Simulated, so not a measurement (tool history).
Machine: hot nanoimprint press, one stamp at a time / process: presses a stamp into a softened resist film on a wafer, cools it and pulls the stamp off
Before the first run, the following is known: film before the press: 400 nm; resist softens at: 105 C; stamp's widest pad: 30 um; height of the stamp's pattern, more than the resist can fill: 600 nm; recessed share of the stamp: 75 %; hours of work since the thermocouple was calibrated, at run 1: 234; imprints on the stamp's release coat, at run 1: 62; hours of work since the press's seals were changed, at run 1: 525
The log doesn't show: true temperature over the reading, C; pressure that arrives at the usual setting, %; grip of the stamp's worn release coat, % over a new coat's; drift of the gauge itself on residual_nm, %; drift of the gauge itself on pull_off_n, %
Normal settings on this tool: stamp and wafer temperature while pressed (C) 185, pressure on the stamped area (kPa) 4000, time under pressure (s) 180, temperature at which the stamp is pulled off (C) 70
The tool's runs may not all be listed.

| run | hour | stamp and wafer temperature while pressed (C) | pressure on the stamped area (kPa) | time under pressure (s) | temperature at which the stamp is pulled off (C) | hours of work since the thermocouple was calibrated | imprints on the stamp's release coat | hours of work since the press's seals were changed | resist left under the stamp's widest pad (nm) | greatest force while the stamp is pulled off (N) |
|---|---|---|---|---|---|---|---|---|---|---|
| 1 | 0.0 | 185 | 4000 | 180 | 70 | 234 | 62 | 525 | 230.9 | 198 |
| 2 | 81.1 | 185 | 4000 | 180 | 70 | 277 | 331 | 568 | 230.5 | 221 |
| 3 | 139.9 | 185 | 4000 | 180 | 72 | 309 | 527 | 600 | 228.7 | 214 |
|  | 181.1 | press's hydraulic seals changed and the load cell set to zero |
|  | 206.2 | stamp cleaned and given a new release coat |
| 4 | 218.4 | 185 | 4000 | 180 | 72 | 343 | 40 | 17 | 229.1 | 198 |
| 5 | 271.2 | 185 | 4000 | 180 | 72 | 372 | 216 | 45 | 228.8 | 206 |
| 6 | 335.6 | 185 | 4000 | 180 | 72 | 406 | 430 | 80 | 229.4 | 211 |
|  | 412.5 | plate thermocouple calibrated |
|  | 423.7 | stamp cleaned and given a new release coat |
| 7 | 430.7 | 185 | 4000 | 180 | 72 | 7 | 23 | 126 | 232.6 | 198 |
| 8 | 501.7 | 185 | 4000 | 180 | 72 | 45 | 259 | 164 | 232.5 | 205 |
| 9 | 578.3 | 185 | 4000 | 180 | 72 | 86 | 514 | 205 | 232.0 | 213 |
| 10 | 628.0 | 185 | 4000 | 180 | 72 | 113 | 679 | 232 | 231.7 | 226 |
|  | 640.5 | stamp cleaned and given a new release coat |
| 11 | 703.1 | 185 | 4000 | 180 | 72 | 150 | 208 | 269 | 231.8 | 200 |
| 12 | 766.6 | 185 | 3700 | 180 | 70 | 184 | 419 | 303 | 238.4 | 220 |
|  | 856.7 | stamp cleaned and given a new release coat |
| 13 | 860.1 | 185 | 3700 | 180 | 70 | 231 | 11 | 350 | 237.4 | 198 |
| 14 | 947.2 | 185 | 4000 | 177 | 70 | 278 | 301 | 397 | 230.6 | 210 |
| 15 | 1001.5 | 185 | 4000 | 180 | 70 | 307 | 481 | 426 | 229.8 | 218 |
| 16 | 1042.9 | 185 | 4000 | 180 | 70 | 329 | 618 | 448 | 229.3 | 229 |
|  | 1075.8 | stamp cleaned and given a new release coat |
| 17 | 1131.3 | 185 | 4000 | 180 | 65 | 373 | 185 | 493 | 227.9 | 229 |
| 18 | 1225.0 | 183 | 4000 | 180 | 65 | 423 | 496 | 543 | 241.2 | 240 |
|  | 1272.7 | plate thermocouple calibrated |
|  | 1293.9 | stamp cleaned and given a new release coat |
| 19 | 1299.9 | 178 | 4000 | 97 | 70 | 11 | 20 | 578 | 322.5 | 201 |
|  | 1378.0 | press's hydraulic seals changed and the load cell set to zero |
| 20 | 1396.7 | 187 | 4000 | 180 | 66 | 59 | 315 | 10 | 219.0 | 232 |
| 21 | 1460.2 | 197 | 5900 | 98 | 65 | 93 | 526 | 44 | 166.7 | 249 |
| 22 | 1507.5 | 197 | 5900 | 98 | 65 | 119 | 684 | 70 | 166.5 | 261 |
|  | 1522.1 | stamp cleaned and given a new release coat |
| 23 | 1578.6 | 195 | 2620 | 289 | 62 | 154 | 188 | 104 | 173.4 | 233 |
| 24 | 1648.3 | 194 | 4200 | 277 | 67 | 191 | 420 | 142 | 144.8 | 227 |
| 25 | 1711.6 | 186 | 3510 | 262 | 78 | 225 | 630 | 176 | 208.4 | 198 |
|  | 1743.8 | stamp cleaned and given a new release coat |
| 26 | 1776.8 | 186 | 3510 | 262 | 78 | 257 | 110 | 208 | 207.6 | 180 |
| 27 | 1855.9 | 185 | 4590 | 180 | 62 | 299 | 373 | 250 | 216.2 | 247 |
| 28 | 1948.3 | 195 | 3040 | 133 | 57 | 349 | 680 | 300 | 212.3 | 286 |
|  | 1961.2 | stamp cleaned and given a new release coat |
| 29 | 2000.0 | 185 | 5800 | 180 | 70 | 373 | 129 | 324 | 194.8 | 207 |

Alternative continuations, all from the tool just after run 29; predict every row:
| A | 2070.5 | 190 | 5800 | 180 | 70 | 411 | 363 | 362 | ? | ? |
| B | 2070.5 | 174 | 5800 | 156 | 55 | 411 | 363 | 362 | ? | ? |
| C | 2070.5 | 179 | 3470 | 333 | 70 | 411 | 363 | 362 | ? | ? |

| run | resist left under the stamp's widest pad (nm) | greatest force while the stamp is pulled off (N) |
|---|---|---|
| A | 164.6 | 211 |
| B | 282.8 | 272 |
| C | 238.3 | 218 |
Take away the tool's hidden state, keep each run's random variation, and the runs would have read:
| run | resist left under the stamp's widest pad (nm) | greatest force while the stamp is pulled off (N) |
|---|---|---|
| A | 168.1 | 195 |
| B | 287.6 | 251 |
| C | 243.4 | 201 |
